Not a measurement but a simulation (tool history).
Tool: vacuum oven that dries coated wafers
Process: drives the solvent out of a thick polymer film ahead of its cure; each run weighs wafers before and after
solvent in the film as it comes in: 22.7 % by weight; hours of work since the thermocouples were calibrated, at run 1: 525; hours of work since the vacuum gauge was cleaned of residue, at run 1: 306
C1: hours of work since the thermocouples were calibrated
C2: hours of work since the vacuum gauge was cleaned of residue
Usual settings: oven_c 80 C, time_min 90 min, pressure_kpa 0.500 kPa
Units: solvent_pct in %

run 1 hour=0.0 | oven_c=80 time_min=90 pressure_kpa=0.500 | C1=525 C2=306 | solvent_pct=3.46
run 2 hour=21.4 | oven_c=80 time_min=114 pressure_kpa=0.500 | C1=534 C2=315 | solvent_pct=2.30
run 3 hour=35.4 | oven_c=80 time_min=114 pressure_kpa=0.500 | C1=540 C2=321 | solvent_pct=2.27
run 4 hour=53.0 | oven_c=80 time_min=114 pressure_kpa=0.500 | C1=548 C2=329 | solvent_pct=2.29
run 5 hour=73.1 | oven_c=80 time_min=114 pressure_kpa=0.500 | C1=556 C2=337 | solvent_pct=2.31
run 6 hour=101.3 | oven_c=80 time_min=90 pressure_kpa=0.500 | C1=568 C2=349 | solvent_pct=3.49
run 7 hour=126.0 | oven_c=80 time_min=90 pressure_kpa=0.500 | C1=578 C2=359 | solvent_pct=3.50
run 8 hour=146.3 | oven_c=80 time_min=90 pressure_kpa=0.500 | C1=587 C2=368 | solvent_pct=3.52
run 9 hour=168.6 | oven_c=80 time_min=90 pressure_kpa=0.500 | C1=596 C2=377 | solvent_pct=3.47
run 10 hour=199.5 | oven_c=80 time_min=88 pressure_kpa=0.500 | C1=609 C2=390 | solvent_pct=3.64
run 11 hour=214.9 | oven_c=80 time_min=72 pressure_kpa=0.500 | C1=616 C2=397 | solvent_pct=4.82
run 12 hour=245.2 | oven_c=80 time_min=72 pressure_kpa=0.500 | C1=629 C2=410 | solvent_pct=4.79
run 13 hour=258.4 | oven_c=80 time_min=72 pressure_kpa=0.500 | C1=634 C2=415 | solvent_pct=4.85
run 14 hour=280.9 | oven_c=80 time_min=90 pressure_kpa=0.500 | C1=644 C2=425 | solvent_pct=3.47
run 15 hour=299.4 | oven_c=85 time_min=90 pressure_kpa=0.500 | C1=652 C2=432 | solvent_pct=2.00
run 16 hour=328.0 | oven_c=85 time_min=90 pressure_kpa=0.500 | C1=664 C2=444 | solvent_pct=2.03
run 17 hour=351.9 | oven_c=85 time_min=90 pressure_kpa=0.500 | C1=674 C2=455 | solvent_pct=2.02
run 18 hour=374.8 | oven_c=85 time_min=90 pressure_kpa=0.500 | C1=683 C2=464 | solvent_pct=2.02
run 19 hour=388.8 | oven_c=80 time_min=117 pressure_kpa=0.500 | C1=689 C2=470 | solvent_pct=2.16
run 20 hour=411.4 | oven_c=80 time_min=90 pressure_kpa=0.500 | C1=699 C2=480 | solvent_pct=3.49
run 21 hour=428.7 | oven_c=80 time_min=90 pressure_kpa=0.500 | C1=706 C2=487 | solvent_pct=3.48
run 22 hour=449.2 | oven_c=80 time_min=90 pressure_kpa=0.500 | C1=715 C2=496 | solvent_pct=3.47
run 23 hour=466.5 | oven_c=79 time_min=122 pressure_kpa=0.322 | C1=722 C2=503 | solvent_pct=2.18
run 24 hour=481.4 | oven_c=66 time_min=125 pressure_kpa=1.172 | C1=728 C2=509 | solvent_pct=7.36
run 25 hour=494.8 | oven_c=80 time_min=114 pressure_kpa=1.488 | C1=734 C2=515 | solvent_pct=2.68
run 26 hour=525.2 | oven_c=80 time_min=114 pressure_kpa=1.488 | C1=747 C2=528 | solvent_pct=2.64
run 27 hour=555.7 | oven_c=89 time_min=66 pressure_kpa=0.364 | C1=760 C2=540 | solvent_pct=2.34
run 28 hour=580.0 | oven_c=89 time_min=66 pressure_kpa=0.364 | C1=770 C2=551 | solvent_pct=2.33
run 29 hour=598.0 | oven_c=72 time_min=90 pressure_kpa=0.370 | C1=777 C2=558 | solvent_pct=6.54
run 30 hour=619.0 | oven_c=73 time_min=56 pressure_kpa=1.940 | C1=786 C2=567 | solvent_pct=9.75
run 31 hour=645.1 | oven_c=94 time_min=48 pressure_kpa=0.500 | C1=797 C2=578 | solvent_pct=2.54
run 32 hour=673.3 | oven_c=94 time_min=48 pressure_kpa=0.500 | C1=809 C2=590 | solvent_pct=2.55
run 33 hour=693.6 | oven_c=68 time_min=109 pressure_kpa=0.536 | C1=818 C2=599 | solvent_pct=7.03
run 34 hour=717.3 | oven_c=80 time_min=108 pressure_kpa=0.500 | C1=828 C2=609 | solvent_pct=2.51
run 35 hour=738.4 | oven_c=80 time_min=108 pressure_kpa=0.500 | C1=837 C2=617 | solvent_pct=2.56
run 36 hour=753.5 | oven_c=85 time_min=149 pressure_kpa=0.270 | C1=843 C2=624 | solvent_pct=0.54
run 37 hour=772.0 | oven_c=67 time_min=117 pressure_kpa=0.323 | C1=851 C2=632 | solvent_pct=6.87
run 38 hour=790.4 | oven_c=82 time_min=86 pressure_kpa=0.389 | C1=859 C2=639 | solvent_pct=3.02
run 39 hour=814.0 | oven_c=74 time_min=86 pressure_kpa=0.699 | C1=869 C2=649 | solvent_pct=6.17
run 40 hour=844.6 | oven_c=74 time_min=90 pressure_kpa=0.822 | C1=881 C2=662 | solvent_pct=5.87
run 41 hour=869.7 | oven_c=74 time_min=90 pressure_kpa=0.822 | C1=892 C2=673 | solvent_pct=5.87

4 ways to go on from here, each from the tool as it stands after run 41. What would each give?
run A hour=883.8 | oven_c=74 time_min=90 pressure_kpa=0.826 | C1=898 C2=679 | solvent_pct=?
run B hour=883.8 | oven_c=71 time_min=90 pressure_kpa=0.822 | C1=898 C2=679 | solvent_pct=?
run C hour=883.8 | oven_c=74 time_min=120 pressure_kpa=1.452 | C1=898 C2=679 | solvent_pct=?
run D hour=883.8 | oven_c=87 time_min=71 pressure_kpa=1.119 | C1=898 C2=679 | solvent_pct=?

run=A solvent_pct=5.93
run=B solvent_pct=7.16
run=C solvent_pct=4.40
run=D solvent_pct=2.74
Without the tool's hidden state the same runs would have given:
run=A solvent_pct=5.94
run=B solvent_pct=7.17
run=C solvent_pct=4.41
run=D solvent_pct=2.75
